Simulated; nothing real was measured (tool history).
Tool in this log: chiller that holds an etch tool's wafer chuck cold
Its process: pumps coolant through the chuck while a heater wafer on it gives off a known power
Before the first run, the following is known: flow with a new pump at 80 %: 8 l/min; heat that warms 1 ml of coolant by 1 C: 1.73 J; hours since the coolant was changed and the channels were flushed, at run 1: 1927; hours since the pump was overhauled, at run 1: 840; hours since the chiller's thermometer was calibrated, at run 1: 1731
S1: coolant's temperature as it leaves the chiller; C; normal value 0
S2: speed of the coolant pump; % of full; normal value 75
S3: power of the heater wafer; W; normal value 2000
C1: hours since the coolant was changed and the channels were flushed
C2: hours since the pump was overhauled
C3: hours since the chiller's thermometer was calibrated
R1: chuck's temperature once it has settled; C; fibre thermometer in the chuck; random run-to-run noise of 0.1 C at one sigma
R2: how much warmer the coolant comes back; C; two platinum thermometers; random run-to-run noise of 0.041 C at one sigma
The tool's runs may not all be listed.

Run 1, hour 0: usual settings; C1 1927; C2 840; C3 1731. Result: R1 18 C, R2 9.29 C.
Run 2, hour 154: usual settings; C1 2081; C2 994; C3 1885. Result: R1 18.2 C, R2 9.31 C.
Run 3, hour 287.5: usual settings; C1 2214; C2 1127; C3 2018. Result: R1 18.2 C, R2 9.18 C.
Run 4, hour 475.9: usual settings but S2 88 % of full; C1 2403; C2 1316; C3 2207. Result: R1 16.3 C, R2 7.92 C.
Run 5, hour 565.7: usual settings but S2 88 % of full; C1 2492; C2 1406; C3 2297. Result: R1 16.6 C, R2 7.93 C.
Run 6, hour 701.6: usual settings but S1 10 C, S2 88 % of full; C1 2628; C2 1541; C3 2433. Result: R1 26.3 C, R2 7.89 C.
Run 7, hour 879.3: usual settings but S3 1609 W; C1 2806; C2 1719; C3 2610. Result: R1 14.6 C, R2 7.56 C.
Run 8, hour 1018.5: usual settings but S1 -8 C; C1 2945; C2 1858; C3 2749. Result: R1 10.1 C, R2 9.32 C.
Run 9, hour 1166.8: usual settings but S1 -8 C; C1 3093; C2 2007; C3 2898. Result: R1 10.2 C, R2 9.38 C.
Run 10, hour 1363.1: usual settings but S2 81 % of full; C1 3290; C2 2203; C3 3094. Result: R1 17.4 C, R2 8.63 C.
Run 11, hour 1449.8: usual settings but S2 81 % of full; C1 3376; C2 2290; C3 3181. Result: R1 17.1 C, R2 8.73 C.
Run 12, hour 1569.4: usual settings but S2 81 % of full; C1 3496; C2 2409; C3 3300. Result: R1 17.3 C, R2 8.68 C.
At hour 1616.1: coolant changed, channels flushed.
Run 13, hour 1688.4: usual settings but S3 1031 W; C1 72; C2 2522; C3 3413. Result: R1 9.3 C, R2 4.88 C.
Run 14, hour 1883.7: usual settings but S3 1031 W; C1 268; C2 2717; C3 3609. Result: R1 9.2 C, R2 4.92 C.
At hour 1969.7: chiller's thermometer calibrated.
Run 15, hour 1989.6: usual settings but S1 -9 C; C1 373; C2 2822; C3 20. Result: R1 9 C, R2 9.42 C.
Run 16, hour 2089.3: usual settings but S1 -9 C; C1 472; C2 2922; C3 120. Result: R1 9.3 C, R2 9.45 C.
Run 17, hour 2175.8: usual settings but S1 -2 C, S2 97 % of full, S3 1910 W; C1 559; C2 3009; C3 206. Result: R1 12.7 C, R2 6.99 C.
Run 18, hour 2366.3: usual settings but S1 -10 C, S2 86 % of full, S3 2361 W; C1 749; C2 3199; C3 397. Result: R1 9.6 C, R2 9.75 C.
Run 19, hour 2522.2: usual settings but S1 -10 C, S2 73 % of full, S3 2361 W; C1 905; C2 3355; C3 553. Result: R1 11.8 C, R2 11.52 C.
Run 20, hour 2722.1: usual settings but S1 -8 C, S2 88 % of full; C1 1105; C2 3555; C3 752. Result: R1 8.3 C, R2 8.09 C.
Run 21, hour 2864.4: usual settings but S1 -7 C, S3 2070 W; C1 1247; C2 3697; C3 895. Result: R1 11.7 C, R2 9.84 C.
Run 22, hour 2991.3: usual settings but S1 -7 C, S3 2070 W; C1 1374; C2 3824; C3 1022. Result: R1 11.9 C, R2 9.9 C.
Run 23, hour 3099.9: usual settings but S1 -7 C, S3 1191 W; C1 1483; C2 3933; C3 1130. Result: R1 3.9 C, R2 5.78 C.
Run 24, hour 3266.2: usual settings but S1 -3 C, S3 1207 W; C1 1649; C2 4099; C3 1297. Result: R1 7.9 C, R2 5.87 C.
Run 25, hour 3450.5: usual settings but S1 7 C, S2 86 % of full, S3 2238 W; C1 1833; C2 4283; C3 1481. Result: R1 25.6 C, R2 9.39 C.
Run 26, hour 3621.9: usual settings but S1 -1 C, S2 86 % of full, S3 1347 W; C1 2005; C2 4455; C3 1652. Result: R1 10.3 C, R2 5.81 C.
At hour 3783.8: coolant pump overhauled.
Run 27, hour 3816.7: usual settings but S1 -7 C, S2 86 % of full, S3 1262 W; C1 2195; C2 33; C3 1842. Result: R1 3.2 C, R2 5.39 C.
Run 28, hour 3989: usual settings but S1 -4 C; C1 2367; C2 205; C3 2014. Result: R1 14.2 C, R2 9.61 C.
Run 29, hour 4099.3: usual settings but S2 61 % of full, S3 2314 W; C1 2477; C2 316; C3 2125. Result: R1 24 C, R2 13.56 C.
Run 30, hour 4186.3: usual settings but S2 61 % of full, S3 2357 W; C1 2564; C2 403; C3 2212. Result: R1 24.5 C, R2 13.84 C.
Run 31, hour 4337.6: usual settings but S3 1606 W; C1 2716; C2 554; C3 2363. Result: R1 14.7 C, R2 7.79 C.

Forecast each of these 4 alternatives for the next run:
Run A, hour 4517.7: usual settings but S3 1606 W; C1 2896; C2 734; C3 2543. Result: R1 ?, R2 ?.
Run B, hour 4517.7: usual settings but S1 10 C, S2 64 % of full; C1 2896; C2 734; C3 2543. Result: R1 ?, R2 ?.
Run C, hour 4517.7: usual settings but S2 66 % of full, S3 1606 W; C1 2896; C2 734; C3 2543. Result: R1 ?, R2 ?.
Run D, hour 4517.7: usual settings but S2 87 % of full; C1 2896; C2 734; C3 2543. Result: R1 ?, R2 ?.

run    R1     R2
  A  14.7   7.87
  B  30.2  11.27
  C  15.9   8.82
  D  16.4   8.36
The same runs, with their run-to-run variation unchanged, on a tool lacking any hidden condition would have given:
run    R1     R2
  A  14.7   7.45
  B  30.2  10.85
  C  15.8    8.4
  D  16.4   7.94

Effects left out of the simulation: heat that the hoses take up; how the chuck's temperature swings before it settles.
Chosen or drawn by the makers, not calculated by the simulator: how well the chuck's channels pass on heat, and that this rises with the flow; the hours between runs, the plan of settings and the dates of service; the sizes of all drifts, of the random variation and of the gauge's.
